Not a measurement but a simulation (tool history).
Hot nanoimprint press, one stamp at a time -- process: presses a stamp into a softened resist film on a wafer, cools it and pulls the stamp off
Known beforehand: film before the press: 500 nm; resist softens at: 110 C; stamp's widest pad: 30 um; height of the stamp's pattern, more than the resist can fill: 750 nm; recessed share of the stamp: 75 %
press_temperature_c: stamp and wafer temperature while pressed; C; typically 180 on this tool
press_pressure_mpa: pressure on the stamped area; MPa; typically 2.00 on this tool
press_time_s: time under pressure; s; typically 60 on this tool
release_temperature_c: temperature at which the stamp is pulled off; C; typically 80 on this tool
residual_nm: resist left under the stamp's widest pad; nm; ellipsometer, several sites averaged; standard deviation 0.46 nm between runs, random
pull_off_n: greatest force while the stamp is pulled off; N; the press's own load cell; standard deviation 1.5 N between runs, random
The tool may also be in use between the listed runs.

run 1 hour=0.0 | press_temperature_c=180 press_pressure_mpa=2.00 press_time_s=60 release_temperature_c=80 | residual_nm=175.6 pull_off_n=146
-- hour=31.9 press's hydraulic seals changed and the load cell set to zero
run 2 hour=70.0 | press_temperature_c=180 press_pressure_mpa=2.00 press_time_s=60 release_temperature_c=80 | residual_nm=171.5 pull_off_n=149
run 3 hour=125.3 | press_temperature_c=180 press_pressure_mpa=2.00 press_time_s=60 release_temperature_c=80 | residual_nm=172.1 pull_off_n=150
run 4 hour=181.7 | press_temperature_c=180 press_pressure_mpa=2.00 press_time_s=60 release_temperature_c=80 | residual_nm=171.0 pull_off_n=154
-- hour=240.9 plate thermocouple calibrated
run 5 hour=245.3 | press_temperature_c=180 press_pressure_mpa=2.00 press_time_s=60 release_temperature_c=80 | residual_nm=183.0 pull_off_n=163
-- hour=280.5 stamp cleaned and given a new release coat
run 6 hour=284.1 | press_temperature_c=180 press_pressure_mpa=2.00 press_time_s=60 release_temperature_c=80 | residual_nm=182.2 pull_off_n=136
run 7 hour=317.7 | press_temperature_c=180 press_pressure_mpa=2.00 press_time_s=60 release_temperature_c=80 | residual_nm=182.7 pull_off_n=138
run 8 hour=354.1 | press_temperature_c=180 press_pressure_mpa=2.00 press_time_s=60 release_temperature_c=80 | residual_nm=182.3 pull_off_n=139
run 9 hour=383.5 | press_temperature_c=190 press_pressure_mpa=2.00 press_time_s=56 release_temperature_c=80 | residual_nm=134.7 pull_off_n=143
run 10 hour=425.8 | press_temperature_c=176 press_pressure_mpa=2.00 press_time_s=56 release_temperature_c=74 | residual_nm=212.4 pull_off_n=153
run 11 hour=454.0 | press_temperature_c=176 press_pressure_mpa=2.00 press_time_s=56 release_temperature_c=74 | residual_nm=212.7 pull_off_n=158
run 12 hour=500.9 | press_temperature_c=176 press_pressure_mpa=2.00 press_time_s=56 release_temperature_c=74 | residual_nm=212.4 pull_off_n=158

Here are 5 independent what-if runs from the current tool condition. What would each one return?
run A hour=527.0 | press_temperature_c=180 press_pressure_mpa=2.88 press_time_s=32 release_temperature_c=81 | residual_nm=? pull_off_n=?
run B hour=527.0 | press_temperature_c=173 press_pressure_mpa=2.93 press_time_s=56 release_temperature_c=74 | residual_nm=? pull_off_n=?
run C hour=527.0 | press_temperature_c=176 press_pressure_mpa=2.00 press_time_s=56 release_temperature_c=73 | residual_nm=? pull_off_n=?
run D hour=527.0 | press_temperature_c=176 press_pressure_mpa=2.00 press_time_s=56 release_temperature_c=68 | residual_nm=? pull_off_n=?
run E hour=527.0 | press_temperature_c=179 press_pressure_mpa=1.85 press_time_s=56 release_temperature_c=83 | residual_nm=? pull_off_n=?

run=A residual_nm=178.8 pull_off_n=146
run=B residual_nm=189.5 pull_off_n=161
run=C residual_nm=212.9 pull_off_n=161
run=D residual_nm=212.7 pull_off_n=173
run=E residual_nm=200.3 pull_off_n=136
The same runs, with their run-to-run variation unchanged, on a tool lacking any hidden condition would have given:
run=A residual_nm=177.0 pull_off_n=135
run=B residual_nm=187.5 pull_off_n=149
run=C residual_nm=211.5 pull_off_n=149
run=D residual_nm=211.3 pull_off_n=160
run=E residual_nm=199.1 pull_off_n=126

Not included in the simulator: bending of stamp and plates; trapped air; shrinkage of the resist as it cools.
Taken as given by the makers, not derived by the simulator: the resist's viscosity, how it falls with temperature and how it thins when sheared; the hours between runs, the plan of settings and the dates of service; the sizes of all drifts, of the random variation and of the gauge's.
